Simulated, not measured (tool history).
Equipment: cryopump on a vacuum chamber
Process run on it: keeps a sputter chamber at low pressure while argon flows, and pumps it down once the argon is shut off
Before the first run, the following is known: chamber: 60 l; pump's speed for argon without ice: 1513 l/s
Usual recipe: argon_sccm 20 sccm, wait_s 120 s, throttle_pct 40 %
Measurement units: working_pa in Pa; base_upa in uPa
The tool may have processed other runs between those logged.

run	hour	argon_sccm	wait_s	throttle_pct	working_pa	base_upa
1	0.0	20	120	40	0.0640	1.23
2	48.1	20	120	40	0.0649	1.21
# hour 62.6: pump warmed up, emptied and cooled again
3	103.2	22	120	40	0.0617	1.07
4	158.3	22	120	40	0.0630	1.09
5	220.8	15	120	40	0.0423	1.10
6	252.7	15	120	40	0.0424	1.16
7	278.4	15	120	40	0.0427	1.15
8	313.1	20	132	40	0.0573	1.10
9	367.3	20	132	40	0.0584	1.12
10	397.7	15	21	52	0.0332	4.26
11	428.0	15	21	56	0.0319	4.18
12	462.7	15	21	56	0.0315	4.11
13	513.5	20	120	58	0.0417	1.22
14	567.3	20	120	58	0.0427	1.24

What will run 15 give?
15	601.3	40	133	32	?	?

Run 15 produced working_pa 0.1472 Pa, base_upa 1.19 uPa.
Take away the tool's hidden state, keep the run-to-run variation as it was, and the same run would have given working_pa 0.1400 Pa, base_upa 0.78 uPa.
